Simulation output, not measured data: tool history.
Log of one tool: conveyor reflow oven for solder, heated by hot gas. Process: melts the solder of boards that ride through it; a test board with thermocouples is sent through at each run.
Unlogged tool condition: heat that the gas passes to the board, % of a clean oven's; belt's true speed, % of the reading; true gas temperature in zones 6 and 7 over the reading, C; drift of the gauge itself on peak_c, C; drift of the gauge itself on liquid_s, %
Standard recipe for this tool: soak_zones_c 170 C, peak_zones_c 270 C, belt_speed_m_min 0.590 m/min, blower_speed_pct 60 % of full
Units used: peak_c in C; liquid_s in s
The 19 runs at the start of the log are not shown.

run    hour  soak_zones_c  peak_zones_c  belt_speed_m_min  blower_speed_pct  hours of work since the flux was cleaned out  hours of work since the belt drive was overhauled  hours of work since the thermocouples were changed  peak_c  liquid_s
 20   738.3           170           285             0.590                77                                           117                                                631                                                 829   274.9      65.1
 21   762.1           170           279             0.599                64                                           133                                                647                                                 845   265.9      60.5
      768.6  -- belt drive overhauled, speed set with a stopwatch
 22   824.4           177           270             0.483                73                                           172                                                 37                                                 884   265.4      78.7
 23   862.1           177           270             0.686                60                                           198                                                 63                                                 909   253.4      47.2
 24   911.1           168           270             0.686                58                                           230                                                 95                                                 942   250.8      43.5
 25   951.6           168           270             0.686                58                                           257                                                122                                                 969   251.0      43.3
      991.3  -- belt drive overhauled, speed set with a stopwatch, once more
 26   993.5           155           270             0.590                56                                           283                                                  1                                                 994   252.7      48.1
     1025.4  -- thermocouples of zones 6 and 7 changed
 27  1032.1           155           270             0.495                56                                           307                                                 26                                                   4   256.6      61.6
 28  1080.1           163           270             0.590                60                                           339                                                 58                                                  37   253.0      50.5
 29  1122.8           163           270             0.590                60                                           368                                                 87                                                  65   252.8      50.5
     1133.4  -- flux residue cleaned out of gas plates and filters
 30  1168.5           181           270             0.590                60                                            23                                                114                                                  92   256.7      59.1

What if the next run were any one of these 4? Each begins from the tool's condition after run 30:
  A  1211.5           181           270             0.531                60                                            52                                                143                                                 121       ?         ?
  B  1211.5           167           270             0.590                56                                            52                                                143                                                 121       ?         ?
  C  1211.5           170           270             0.594                60                                            52                                                143                                                 121       ?         ?
  D  1211.5           169           270             0.553                60                                            52                                                143                                                 121       ?         ?

run  peak_c  liquid_s
  A   259.7      68.2
  B   253.5      52.2
  C   255.2      53.9
  D   256.9      59.5
Take away the tool's hidden state, keep each run's random variation, and the runs would have read:
run  peak_c  liquid_s
  A   259.3      67.7
  B   253.1      51.7
  C   254.8      53.4
  D   256.6      59.0
